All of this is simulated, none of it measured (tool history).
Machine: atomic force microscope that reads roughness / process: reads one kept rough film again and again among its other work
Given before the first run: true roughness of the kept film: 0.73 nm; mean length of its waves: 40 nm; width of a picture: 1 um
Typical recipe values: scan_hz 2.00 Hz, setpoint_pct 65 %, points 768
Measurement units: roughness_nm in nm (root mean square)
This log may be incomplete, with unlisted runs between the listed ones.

run,hour,scan_hz,setpoint_pct,points,roughness_nm
1,0.0,2.00,65,768,0.688
2,6.9,1.96,65,768,0.689
3,11.7,1.27,65,768,0.696
4,20.9,2.00,65,427,0.689
5,27.9,2.00,65,768,0.688
6,33.0,2.00,65,768,0.687
7,40.9,2.00,65,549,0.686
8,50.5,2.00,59,549,0.694
9,58.5,2.37,65,768,0.680
# hour 63.9: new tip fitted
10,64.0,2.00,65,393,0.692
11,70.7,2.00,65,393,0.693
12,76.9,2.00,65,393,0.693
13,86.9,2.00,65,393,0.693
14,91.3,2.00,65,393,0.693
15,98.8,2.00,65,393,0.691
16,106.7,2.00,65,393,0.692
17,114.0,2.26,87,290,0.637
18,123.1,2.26,64,437,0.688
19,132.4,1.58,65,314,0.693
20,136.8,2.80,74,768,0.666
21,142.5,2.80,74,768,0.662
22,149.2,2.80,82,768,0.641
23,155.8,2.48,61,417,0.689
24,164.8,1.04,59,417,0.701
25,169.0,1.04,59,417,0.701
26,175.7,0.52,74,266,0.694
27,179.9,0.53,74,378,0.697

Each row is a separate what-if for the run after 27, all from the same tool condition, not one after another. Results?
A,186.1,0.52,85,313,?
B,186.1,3.79,56,453,?
C,186.1,1.29,64,357,?
D,186.1,2.00,56,768,?
E,186.1,0.53,88,333,?

run,roughness_nm
A,0.692
B,0.685
C,0.694
D,0.696
E,0.687
The same runs, with their run-to-run variation unchanged, on a tool lacking any hidden condition would have given:
run,roughness_nm
A,0.702
B,0.696
C,0.704
D,0.706
E,0.697

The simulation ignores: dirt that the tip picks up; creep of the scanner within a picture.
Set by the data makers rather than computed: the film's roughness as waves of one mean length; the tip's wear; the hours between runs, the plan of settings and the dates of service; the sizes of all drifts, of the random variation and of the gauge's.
